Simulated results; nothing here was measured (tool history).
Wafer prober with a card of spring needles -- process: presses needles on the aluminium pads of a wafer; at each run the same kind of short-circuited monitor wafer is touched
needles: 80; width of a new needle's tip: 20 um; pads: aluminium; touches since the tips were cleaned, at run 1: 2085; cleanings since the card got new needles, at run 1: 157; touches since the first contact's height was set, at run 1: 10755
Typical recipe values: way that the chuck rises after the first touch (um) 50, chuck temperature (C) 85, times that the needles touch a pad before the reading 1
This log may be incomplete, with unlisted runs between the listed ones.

run,hour,way that the chuck rises after the first touch (um),chuck temperature (C),times that the needles touch a pad before the reading,touches since the tips were cleaned,cleanings since the card got new needles,touches since the first contact's height was set,resistance of one needle with its contact and lead (mohm),way that a needle slides on the pad (um)
1,0,50,85,1,2085,157,10755,168,13.2
# hour 4: tips cleaned on abrasive film
# hour 13.9: tips cleaned on abrasive film
# hour 21.8: tips cleaned on abrasive film
# hour 31.8: tips cleaned on abrasive film
2,36,50,85,1,1550,161,23813,169,13
# hour 40.1: tips cleaned on abrasive film
# hour 48: tips cleaned on abrasive film
# hour 56: tips cleaned on abrasive film
# hour 64: tips cleaned on abrasive film
# hour 72.2: tips cleaned on abrasive film
3,72.2,50,85,1,0,166,36879,167,13.26
# hour 82.1: tips cleaned on abrasive film
# hour 92.1: tips cleaned on abrasive film
# hour 100.1: tips cleaned on abrasive film
4,101,50,97,1,358,169,47352,171,13.16
# hour 108.7: tips cleaned on abrasive film
# hour 118.6: tips cleaned on abrasive film
# hour 126.6: tips cleaned on abrasive film
5,130.2,50,97,1,1327,172,57934,170,13.19
# hour 136.2: tips cleaned on abrasive film
# hour 144.2: tips cleaned on abrasive film
# hour 152.3: tips cleaned on abrasive film
6,152.3,50,97,1,0,175,65919,167,13.18
# hour 162.2: tips cleaned on abrasive film
# hour 162.5: height of the first contact set anew
# hour 170.5: tips cleaned on abrasive film
7,172.9,50,97,1,856,177,3747,172,13.14
# hour 178.9: tips cleaned on abrasive film
# hour 186.8: tips cleaned on abrasive film
# hour 196.7: tips cleaned on abrasive film
# hour 206.4: tips cleaned on abrasive film
8,213.1,50,83,1,2471,181,18368,168,13.15
# hour 215.2: tips cleaned on abrasive film
# hour 224.9: tips cleaned on abrasive film
# hour 234.8: tips cleaned on abrasive film
# hour 244.4: tips cleaned on abrasive film
# hour 254.2: tips cleaned on abrasive film
9,254.3,50,83,1,41,186,33292,170,13.13
# hour 262.3: tips cleaned on abrasive film
# hour 272.1: tips cleaned on abrasive film
10,276.4,50,83,1,1595,188,41307,168,13.09
# hour 280.5: tips cleaned on abrasive film
# hour 288.4: tips cleaned on abrasive film
# hour 296.4: tips cleaned on abrasive film
# hour 304.4: tips cleaned on abrasive film
11,308.2,50,83,1,1392,192,52813,168,13.28
# hour 314.2: tips cleaned on abrasive film
# hour 324.2: tips cleaned on abrasive film
# hour 332.2: tips cleaned on abrasive film
12,335.6,50,83,1,1265,195,62748,168,13.06
# hour 341.6: tips cleaned on abrasive film
# hour 349.6: tips cleaned on abrasive film
# hour 355.8: height of the first contact set anew
# hour 357.9: tips cleaned on abrasive film
# hour 367.5: tips cleaned on abrasive film
13,367.5,50,83,1,0,199,4220,167,13.11
# hour 375.5: tips cleaned on abrasive film
# hour 383.5: tips cleaned on abrasive film
# hour 391.5: tips cleaned on abrasive film
# hour 400.8: tips cleaned on abrasive film
14,400.8,33,55,2,0,203,16265,167,8.7
# hour 410.7: tips cleaned on abrasive film
# hour 418.7: tips cleaned on abrasive film
15,422.8,33,55,2,1493,205,24260,172,8.68
# hour 426.8: tips cleaned on abrasive film
# hour 436.8: tips cleaned on abrasive film
# hour 444.8: tips cleaned on abrasive film
16,449.5,31,118,3,1730,208,33935,180,8.08
# hour 453.5: tips cleaned on abrasive film
# hour 463.5: tips cleaned on abrasive film
# hour 471.5: tips cleaned on abrasive film
17,477.7,63,74,1,2276,211,44157,162,16.59

The next listed run, before its measurement:
# hour 479.7: tips cleaned on abrasive film
# hour 489.4: tips cleaned on abrasive film
# hour 499.2: tips cleaned on abrasive film
# hour 507.2: tips cleaned on abrasive film
18,514.6,43,27,1,2695,215,57540,?,?

resistance of one needle with its contact and lead (mohm): 162
way that a needle slides on the pad (um): 11.31
With no hidden state in the tool, this same run would have given resistance of one needle with its contact and lead (mohm) 162, way that a needle slides on the pad (um) 11.31.

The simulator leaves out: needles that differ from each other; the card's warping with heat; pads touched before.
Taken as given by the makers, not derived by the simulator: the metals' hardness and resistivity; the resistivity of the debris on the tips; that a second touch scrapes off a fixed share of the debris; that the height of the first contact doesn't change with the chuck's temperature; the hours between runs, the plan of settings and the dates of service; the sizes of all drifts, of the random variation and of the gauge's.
